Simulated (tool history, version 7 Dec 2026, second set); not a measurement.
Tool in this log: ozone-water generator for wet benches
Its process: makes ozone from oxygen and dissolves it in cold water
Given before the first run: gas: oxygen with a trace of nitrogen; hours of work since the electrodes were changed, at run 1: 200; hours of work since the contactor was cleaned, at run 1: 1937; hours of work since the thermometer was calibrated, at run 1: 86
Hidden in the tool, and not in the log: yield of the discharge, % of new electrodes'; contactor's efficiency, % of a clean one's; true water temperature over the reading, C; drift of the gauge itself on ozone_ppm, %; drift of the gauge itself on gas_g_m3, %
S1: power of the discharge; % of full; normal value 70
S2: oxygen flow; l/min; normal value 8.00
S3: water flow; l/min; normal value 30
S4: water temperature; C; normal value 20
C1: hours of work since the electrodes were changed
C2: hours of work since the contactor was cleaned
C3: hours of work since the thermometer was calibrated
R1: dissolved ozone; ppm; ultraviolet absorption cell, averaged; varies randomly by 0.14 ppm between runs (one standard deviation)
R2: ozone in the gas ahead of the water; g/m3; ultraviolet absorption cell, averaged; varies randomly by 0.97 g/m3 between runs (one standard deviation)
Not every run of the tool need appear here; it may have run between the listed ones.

run	hour	S1	S2	S3	S4	C1	C2	C3	R1	R2
1	0.0	70	8.00	30	20	200	1937	86	16.1	164.2
2	82.3	70	7.44	30	20	252	1989	137	16.0	168.9
3	127.2	47	8.00	30	20	280	2017	165	11.9	121.2
4	187.0	47	8.00	30	20	317	2054	202	11.7	121.6
5	279.8	47	8.42	30	20	375	2112	260	11.8	118.8
6	327.6	70	8.00	30	20	405	2142	290	16.0	164.8
7	415.3	70	8.00	23	20	460	2197	345	20.0	165.7
8	484.7	70	8.00	30	20	503	2240	388	15.8	164.6
9	575.6	70	8.00	30	20	560	2297	445	15.9	164.1
10	625.4	70	8.00	30	20	591	2328	476	15.7	164.9
11	691.3	70	8.00	30	20	632	2369	517	15.8	165.0
12	765.7	70	8.00	30	25	679	2416	564	14.6	164.9
13	857.2	58	8.00	30	20	736	2473	621	13.8	141.8
14	953.0	70	8.00	30	20	796	2533	681	15.7	163.3
15	1008.1	70	8.00	25	20	830	2567	715	18.7	164.3
16	1101.0	70	8.00	30	20	888	2625	773	16.0	162.5
17	1180.2	70	8.00	30	20	938	2675	823	15.6	163.7
18	1273.0	70	8.89	40	16	996	2733	881	12.6	155.9
19	1351.9	51	8.00	38	20	1045	2782	930	9.8	126.6
20	1437.6	45	8.00	38	24	1099	2836	984	8.3	114.5
21	1507.6	66	8.00	30	24	1142	2879	1028	14.1	153.9
22	1550.8	55	8.00	30	20	1169	2906	1055	12.7	133.6
23	1609.3	69	8.85	20	19	1206	2943	1091	22.3	153.9
24	1692.7	69	8.85	20	19	1258	2995	1143	22.5	157.1
25	1760.9	70	8.00	18	24	1301	3038	1186	21.7	161.6
26	1834.3	54	8.00	18	24	1347	3084	1232	18.1	132.4
27	1902.2	70	4.02	27	20	1389	3126	1274	14.0	202.2
28	1987.1	70	11.13	27	20	1442	3179	1327	17.8	144.8
29	2038.1	68	8.00	30	15	1474	3211	1359	16.4	156.5
30	2111.7	68	8.00	30	15	1520	3257	1405	16.1	156.6
31	2167.4	45	8.62	37	27	1555	3292	1440	7.9	111.6
32	2253.0	88	6.58	39	13	1608	3345	1493	14.3	203.9

Estimate the outcome of run 33 from the log above:
33	2325.9	76	13.36	30	20	1654	3391	1539	?	?

{"run 33": {"R1": 17.6, "R2": 144.5}}
On a tool with no hidden condition, and with the same random variation, this run would have come out at R1 19.3 ppm, R2 150.8 g/m3.

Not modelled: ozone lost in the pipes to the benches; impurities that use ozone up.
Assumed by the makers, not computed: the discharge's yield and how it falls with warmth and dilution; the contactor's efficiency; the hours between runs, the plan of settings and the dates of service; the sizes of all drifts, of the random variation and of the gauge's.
